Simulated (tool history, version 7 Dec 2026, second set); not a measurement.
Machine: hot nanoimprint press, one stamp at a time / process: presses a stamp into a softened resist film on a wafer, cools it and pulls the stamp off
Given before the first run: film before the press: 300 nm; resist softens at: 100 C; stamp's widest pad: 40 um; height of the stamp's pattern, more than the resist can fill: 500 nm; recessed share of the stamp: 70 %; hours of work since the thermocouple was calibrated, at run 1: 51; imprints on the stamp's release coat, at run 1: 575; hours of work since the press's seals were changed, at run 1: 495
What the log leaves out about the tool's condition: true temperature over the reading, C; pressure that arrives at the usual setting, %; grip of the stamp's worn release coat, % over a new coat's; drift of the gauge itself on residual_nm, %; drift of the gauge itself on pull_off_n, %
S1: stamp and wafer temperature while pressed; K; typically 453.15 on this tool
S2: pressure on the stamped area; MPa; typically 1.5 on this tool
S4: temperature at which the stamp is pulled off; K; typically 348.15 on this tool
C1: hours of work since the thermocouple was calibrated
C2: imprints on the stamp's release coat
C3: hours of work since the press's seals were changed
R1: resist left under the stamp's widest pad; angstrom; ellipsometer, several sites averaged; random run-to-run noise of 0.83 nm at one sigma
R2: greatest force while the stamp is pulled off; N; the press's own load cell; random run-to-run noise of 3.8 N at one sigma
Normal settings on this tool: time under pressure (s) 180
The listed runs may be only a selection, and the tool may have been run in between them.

run 1 hour=0 | S1=453.15 S2=1.5 time_under_pressure_(s)=180 S4=348.15 | C1=51 C2=575 C3=495 | R1=1545 R2=191
run 2 hour=27.6 | S1=453.15 S2=1.5 time_under_pressure_(s)=180 S4=348.15 | C1=62 C2=660 C3=506 | R1=1535 R2=191
run 3 hour=75 | S1=453.15 S2=1.5 time_under_pressure_(s)=180 S4=348.15 | C1=81 C2=806 C3=525 | R1=1536 R2=192
run 4 hour=124.2 | S1=453.15 S2=1.5 time_under_pressure_(s)=180 S4=348.15 | C1=101 C2=957 C3=544 | R1=1529 R2=198
run 5 hour=170.2 | S1=453.15 S2=1.5 time_under_pressure_(s)=180 S4=336.15 | C1=119 C2=1099 C3=563 | R1=1555 R2=226
run 6 hour=194.5 | S1=453.15 S2=1.5 time_under_pressure_(s)=238 S4=348.15 | C1=129 C2=1173 C3=572 | R1=1411 R2=196
run 7 hour=242.7 | S1=453.15 S2=1.5 time_under_pressure_(s)=238 S4=348.15 | C1=148 C2=1322 C3=592 | R1=1406 R2=197
run 8 hour=279.9 | S1=453.15 S2=1.5 time_under_pressure_(s)=238 S4=348.15 | C1=163 C2=1436 C3=607 | R1=1406 R2=190
run 9 hour=313.4 | S1=453.15 S2=1.5 time_under_pressure_(s)=127 S4=348.15 | C1=176 C2=1539 C3=620 | R1=1761 R2=196
run 10 hour=346.9 | S1=453.15 S2=1.5 time_under_pressure_(s)=180 S4=353.15 | C1=190 C2=1642 C3=633 | R1=1556 R2=183
run 11 hour=368.3 | S1=453.15 S2=1.5 time_under_pressure_(s)=180 S4=348.15 | C1=198 C2=1708 C3=642 | R1=1572 R2=191
run 12 hour=394.3 | S1=453.15 S2=1.5 time_under_pressure_(s)=180 S4=348.15 | C1=209 C2=1788 C3=652 | R1=1557 R2=208
run 13 hour=416.1 | S1=453.15 S2=1.41 time_under_pressure_(s)=141 S4=348.15 | C1=217 C2=1855 C3=661 | R1=1750 R2=193
-- hour=429.1 stamp cleaned and given a new release coat
run 14 hour=448.5 | S1=453.15 S2=1.58 time_under_pressure_(s)=95 S4=348.15 | C1=228 C2=60 C3=672 | R1=1885 R2=190
run 15 hour=494.1 | S1=453.15 S2=1.47 time_under_pressure_(s)=167 S4=335.15 | C1=246 C2=200 C3=690 | R1=1632 R2=221
run 16 hour=528.2 | S1=448.15 S2=1.89 time_under_pressure_(s)=142 S4=347.15 | C1=260 C2=305 C3=704 | R1=1855 R2=197
run 17 hour=566.8 | S1=448.15 S2=1.89 time_under_pressure_(s)=142 S4=347.15 | C1=275 C2=424 C3=719 | R1=1882 R2=198
-- hour=597.4 gauge calibrated
run 18 hour=609.9 | S1=448.15 S2=1.59 time_under_pressure_(s)=266 S4=347.15 | C1=293 C2=556 C3=736 | R1=1585 R2=198
run 19 hour=652.8 | S1=455.15 S2=1.59 time_under_pressure_(s)=266 S4=348.15 | C1=310 C2=688 C3=754 | R1=1200 R2=196
run 20 hour=685.1 | S1=457.15 S2=1.56 time_under_pressure_(s)=96 S4=348.15 | C1=323 C2=788 C3=767 | R1=1616 R2=188
run 21 hour=711 | S1=457.15 S2=1.56 time_under_pressure_(s)=148 S4=345.15 | C1=333 C2=868 C3=777 | R1=1401 R2=198
run 22 hour=735.8 | S1=460.15 S2=1.5 time_under_pressure_(s)=180 S4=346.15 | C1=343 C2=944 C3=787 | R1=1183 R2=203
run 23 hour=767.8 | S1=447.15 S2=1.05 time_under_pressure_(s)=110 S4=348.15 | C1=356 C2=1042 C3=800 | R1=2432 R2=190
run 24 hour=804.2 | S1=447.15 S2=1.05 time_under_pressure_(s)=110 S4=348.15 | C1=370 C2=1154 C3=814 | R1=2376 R2=192

Hidden state or all else? Some run-to-run changes of R1, split into what the settings, what came in and random variation would give without the hidden state, and what is left for the hidden state (with any gauge scatter that isn't in both results):
Run 17 -> 18: S2 1.89 -> 1.59, time under pressure (s) 142 -> 266, gauge calibrated. R1 -297 angstrom: hidden state -48, all else -249.
Run 19 -> 20: S1 455.15 -> 457.15, S2 1.59 -> 1.56, time under pressure (s) 266 -> 96. R1 +416 angstrom: hidden state +4, all else +412.
Run 22 -> 23: S1 460.15 -> 447.15, S2 1.5 -> 1.05, time under pressure (s) 180 -> 110, S4 346.15 -> 348.15. R1 +1249 angstrom: hidden state +12, all else +1237.
